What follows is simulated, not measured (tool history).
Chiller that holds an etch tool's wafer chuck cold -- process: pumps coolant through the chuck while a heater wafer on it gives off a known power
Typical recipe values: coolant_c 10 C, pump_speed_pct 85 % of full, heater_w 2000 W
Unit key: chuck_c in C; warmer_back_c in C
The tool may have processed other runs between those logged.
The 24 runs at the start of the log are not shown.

{"hour": 2400.6, "done": "coolant pump overhauled, once more"}
{"run": 25, "hour": 2460.5, "coolant_c": 9, "pump_speed_pct": 84, "heater_w": 1143, "chuck_c": 21.1, "warmer_back_c": 3.99}
{"run": 26, "hour": 2549.6, "coolant_c": 9, "pump_speed_pct": 84, "heater_w": 1143, "chuck_c": 21.2, "warmer_back_c": 4.0}
{"run": 27, "hour": 2682.5, "coolant_c": 15, "pump_speed_pct": 61, "heater_w": 1143, "chuck_c": 30.3, "warmer_back_c": 5.61}
{"run": 28, "hour": 2794.4, "coolant_c": 19, "pump_speed_pct": 69, "heater_w": 2000, "chuck_c": 43.5, "warmer_back_c": 8.72}
{"run": 29, "hour": 2871.7, "coolant_c": 3, "pump_speed_pct": 63, "heater_w": 2000, "chuck_c": 29.3, "warmer_back_c": 9.51}
{"run": 30, "hour": 2927.8, "coolant_c": 6, "pump_speed_pct": 74, "heater_w": 1370, "chuck_c": 22.1, "warmer_back_c": 5.49}
{"run": 31, "hour": 3011.7, "coolant_c": 6, "pump_speed_pct": 74, "heater_w": 1370, "chuck_c": 22.2, "warmer_back_c": 5.55}
{"run": 32, "hour": 3139.6, "coolant_c": 10, "pump_speed_pct": 73, "heater_w": 1613, "chuck_c": 29.5, "warmer_back_c": 6.62}

Each row is a separate what-if for the run after 32, all from the same tool condition, not one after another. Results?
{"hour": 3210.3, "done": "coolant changed, channels flushed"}
{"run": "A", "hour": 3261.0, "coolant_c": 10, "pump_speed_pct": 96, "heater_w": 2089, "chuck_c": "?", "warmer_back_c": "?"}
{"hour": 3210.3, "done": "coolant changed, channels flushed"}
{"run": "B", "hour": 3261.0, "coolant_c": 10, "pump_speed_pct": 90, "heater_w": 2000, "chuck_c": "?", "warmer_back_c": "?"}
{"hour": 3210.3, "done": "coolant changed, channels flushed"}
{"run": "C", "hour": 3261.0, "coolant_c": 10, "pump_speed_pct": 85, "heater_w": 2446, "chuck_c": "?", "warmer_back_c": "?"}

run=A chuck_c=28.2 warmer_back_c=6.39
run=B chuck_c=28.2 warmer_back_c=6.59
run=C chuck_c=33.2 warmer_back_c=8.49
Stripped of hidden state, with their random variation kept, the same runs would have yielded:
run=A chuck_c=27.7 warmer_back_c=6.33
run=B chuck_c=27.7 warmer_back_c=6.53
run=C chuck_c=32.7 warmer_back_c=8.41
